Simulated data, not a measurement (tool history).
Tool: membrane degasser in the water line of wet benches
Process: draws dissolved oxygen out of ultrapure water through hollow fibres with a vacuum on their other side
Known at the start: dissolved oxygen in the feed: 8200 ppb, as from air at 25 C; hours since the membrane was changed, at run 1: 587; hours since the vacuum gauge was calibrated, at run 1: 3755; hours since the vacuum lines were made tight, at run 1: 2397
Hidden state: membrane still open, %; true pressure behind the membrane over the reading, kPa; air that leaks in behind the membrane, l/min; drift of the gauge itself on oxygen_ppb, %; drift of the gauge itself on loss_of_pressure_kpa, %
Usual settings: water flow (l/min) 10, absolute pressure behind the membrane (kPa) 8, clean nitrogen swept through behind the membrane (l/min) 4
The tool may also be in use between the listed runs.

run     day  water flow (l/min)  absolute pressure behind the membrane (kPa)  clean nitrogen swept through behind the membrane (l/min)  hours since the membrane was changed  hours since the vacuum gauge was calibrated  hours since the vacuum lines were made tight  dissolved oxygen in the water behind the degasser (ppb)  pressure that the water loses in the fibres (kPa)
  1       0                  10                                            8                                                         4                                   587                                         3755                                          2397                                                    298.8                                               56.5
  2   1.967                  10                                            8                                                         4                                   634                                         3802                                          2444                                                    295.9                                              57.01
  3   3.079                  10                                            8                                                         4                                   660                                         3829                                          2471                                                    295.8                                              56.87
  4   5.158                  10                                            8                                                         4                                   710                                         3879                                          2521                                                    300.5                                               56.8
  5   6.108                  10                                            8                                                         4                                   733                                         3902                                          2544                                                    302.6                                              56.49
  6   7.083                  10                                            8                                                         4                                   757                                         3925                                          2567                                                    299.3                                              56.52
  7   9.283                  10                                            8                                                         4                                   809                                         3978                                          2620                                                    300.9                                               57.3
  8  11.496                  10                                            8                                                         4                                   862                                         4031                                          2673                                                    303.4                                              57.38
  9  12.975                  14                                            8                                                         4                                   898                                         4066                                          2708                                                    640.7                                              79.28
 10  14.121                  14                                            8                                                         4                                   925                                         4094                                          2736                                                    629.9                                              80.26
 11  16.096                  14                                            8                                                         4                                   973                                         4141                                          2783                                                    620.2                                              80.18
 12  17.638                  15                                          9.2                                                         2                                  1010                                         4178                                          2820                                                    773.5                                              85.84
 13  19.725                  15                                          9.2                                                         2                                  1060                                         4228                                          2870                                                    773.5                                               85.8
 14    21.6                  15                                          9.2                                                         2                                  1105                                         4273                                          2915                                                    765.5                                              85.84
 15  23.933                  15                                         6.68                                                         2                                  1161                                         4329                                          2971                                                      743                                              86.48
 16  26.283                  12                                        18.27                                                      3.03                                  1217                                         4386                                          3028                                                    560.2                                              68.57
 17  28.075                  12                                        18.27                                                      3.03                                  1260                                         4429                                          3071                                                    560.2                                              69.21
 18  29.821                  12                                        18.27                                                      3.03                                  1302                                         4471                                          3113                                                    560.9                                              68.87
 19  32.129                  13                                         6.93                                                         7                                  1358                                         4526                                          3168                                                    526.8                                              75.11

3 ways to go on from here, each from the tool as it stands after run 19. What would each give?
  A  34.008                   9                                         6.93                                                         7                                  1403                                         4571                                          3213                                                        ?                                                  ?
  B  34.008                  11                                         6.93                                                         7                                  1403                                         4571                                          3213                                                        ?                                                  ?
  C  34.008                  13                                         5.51                                                         7                                  1403                                         4571                                          3213                                                        ?                                                  ?

run  dissolved oxygen in the water behind the degasser (ppb)  pressure that the water loses in the fibres (kPa)
  A                                                      213                                              52.39
  B                                                    364.3                                              63.64
  C                                                    513.6                                              75.48
Without the tool's hidden state the same runs would have given:
run  dissolved oxygen in the water behind the degasser (ppb)  pressure that the water loses in the fibres (kPa)
  A                                                    212.8                                               51.3
  B                                                      364                                              62.32
  C                                                    513.3                                               73.9
